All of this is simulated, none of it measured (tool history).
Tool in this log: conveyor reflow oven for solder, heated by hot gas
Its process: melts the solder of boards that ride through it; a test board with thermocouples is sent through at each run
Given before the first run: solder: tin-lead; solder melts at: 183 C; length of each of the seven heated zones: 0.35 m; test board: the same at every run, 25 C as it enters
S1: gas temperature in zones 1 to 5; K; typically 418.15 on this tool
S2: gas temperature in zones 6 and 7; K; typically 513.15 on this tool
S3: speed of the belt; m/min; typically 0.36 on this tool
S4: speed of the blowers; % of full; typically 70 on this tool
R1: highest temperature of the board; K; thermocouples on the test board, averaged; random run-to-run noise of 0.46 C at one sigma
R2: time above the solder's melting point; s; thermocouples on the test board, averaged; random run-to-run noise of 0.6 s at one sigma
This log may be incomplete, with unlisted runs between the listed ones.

{"run": 1, "day": 0.0, "S1": 418.15, "S2": 513.15, "S3": 0.36, "S4": 70, "R1": 494.85, "R2": 95.6}
{"run": 2, "day": 2.467, "S1": 418.15, "S2": 513.15, "S3": 0.36, "S4": 70, "R1": 494.15, "R2": 94.8}
{"run": 3, "day": 6.508, "S1": 418.15, "S2": 513.15, "S3": 0.36, "S4": 70, "R1": 492.45, "R2": 95.2}
{"run": 4, "day": 8.95, "S1": 418.15, "S2": 513.15, "S3": 0.36, "S4": 68, "R1": 493.35, "R2": 93.6}
{"run": 5, "day": 12.562, "S1": 418.15, "S2": 513.15, "S3": 0.36, "S4": 68, "R1": 492.15, "R2": 91.7}
{"run": 6, "day": 14.896, "S1": 418.15, "S2": 513.15, "S3": 0.36, "S4": 68, "R1": 491.45, "R2": 91.8}
{"day": 15.696, "done": "flux residue cleaned out of gas plates and filters"}
{"run": 7, "day": 17.888, "S1": 418.15, "S2": 513.15, "S3": 0.36, "S4": 70, "R1": 496.35, "R2": 99}
{"day": 19.183, "done": "thermocouples of zones 6 and 7 changed"}
{"run": 8, "day": 21.896, "S1": 418.15, "S2": 513.15, "S3": 0.36, "S4": 70, "R1": 496.05, "R2": 99}
{"run": 9, "day": 25.092, "S1": 418.15, "S2": 513.15, "S3": 0.36, "S4": 70, "R1": 496.05, "R2": 97.4}
{"run": 10, "day": 27.696, "S1": 418.15, "S2": 513.15, "S3": 0.36, "S4": 70, "R1": 496.15, "R2": 97.1}
{"run": 11, "day": 31.167, "S1": 418.15, "S2": 513.15, "S3": 0.36, "S4": 70, "R1": 494.05, "R2": 95.8}
{"run": 12, "day": 33.496, "S1": 418.15, "S2": 513.15, "S3": 0.356, "S4": 70, "R1": 495.65, "R2": 97.3}
{"run": 13, "day": 35.488, "S1": 427.15, "S2": 513.15, "S3": 0.36, "S4": 70, "R1": 495.25, "R2": 102.7}
{"run": 14, "day": 38.908, "S1": 427.15, "S2": 513.15, "S3": 0.36, "S4": 70, "R1": 494.35, "R2": 101.7}
{"run": 15, "day": 42.408, "S1": 421.15, "S2": 513.15, "S3": 0.36, "S4": 70, "R1": 493.45, "R2": 96.5}
{"run": 16, "day": 44.392, "S1": 404.15, "S2": 524.15, "S3": 0.386, "S4": 63, "R1": 493.25, "R2": 80.9}
{"day": 45.546, "done": "flux residue cleaned out of gas plates and filters"}
{"run": 17, "day": 47.808, "S1": 404.15, "S2": 524.15, "S3": 0.386, "S4": 63, "R1": 500.25, "R2": 87.3}
{"run": 18, "day": 50.338, "S1": 404.15, "S2": 524.15, "S3": 0.386, "S4": 63, "R1": 500.35, "R2": 88.3}
{"run": 19, "day": 52.858, "S1": 404.15, "S2": 524.15, "S3": 0.386, "S4": 63, "R1": 498.85, "R2": 87.6}
{"run": 20, "day": 56.346, "S1": 418.15, "S2": 527.15, "S3": 0.367, "S4": 78, "R1": 508.65, "R2": 108.2}
{"run": 21, "day": 59.771, "S1": 418.15, "S2": 527.15, "S3": 0.367, "S4": 78, "R1": 507.15, "R2": 108.2}
{"run": 22, "day": 61.633, "S1": 418.15, "S2": 520.15, "S3": 0.367, "S4": 78, "R1": 500.85, "R2": 103.5}
{"run": 23, "day": 65.212, "S1": 418.15, "S2": 513.15, "S3": 0.36, "S4": 72, "R1": 494.35, "R2": 97.6}
{"day": 66.283, "done": "thermocouples of zones 6 and 7 changed"}
{"run": 24, "day": 67.067, "S1": 418.15, "S2": 504.15, "S3": 0.36, "S4": 72, "R1": 489.05, "R2": 91.4}
{"run": 25, "day": 71.288, "S1": 416.15, "S2": 513.15, "S3": 0.36, "S4": 70, "R1": 494.45, "R2": 97}
{"run": 26, "day": 73.254, "S1": 418.15, "S2": 513.15, "S3": 0.36, "S4": 80, "R1": 495.65, "R2": 99.6}
{"day": 75.325, "done": "flux residue cleaned out of gas plates and filters"}
{"run": 27, "day": 77.304, "S1": 418.15, "S2": 515.15, "S3": 0.354, "S4": 65, "R1": 500.25, "R2": 106.7}

What will run 28 give?
{"run": 28, "day": 81.2, "S1": 418.15, "S2": 515.15, "S3": 0.354, "S4": 65, "R1": "?", "R2": "?"}

For run 28 the tool returned R1 499.15 K, R2 106.1 s.
Minus the tool's unlogged condition, the same run would have read R1 498.65 K, R2 101.7 s.
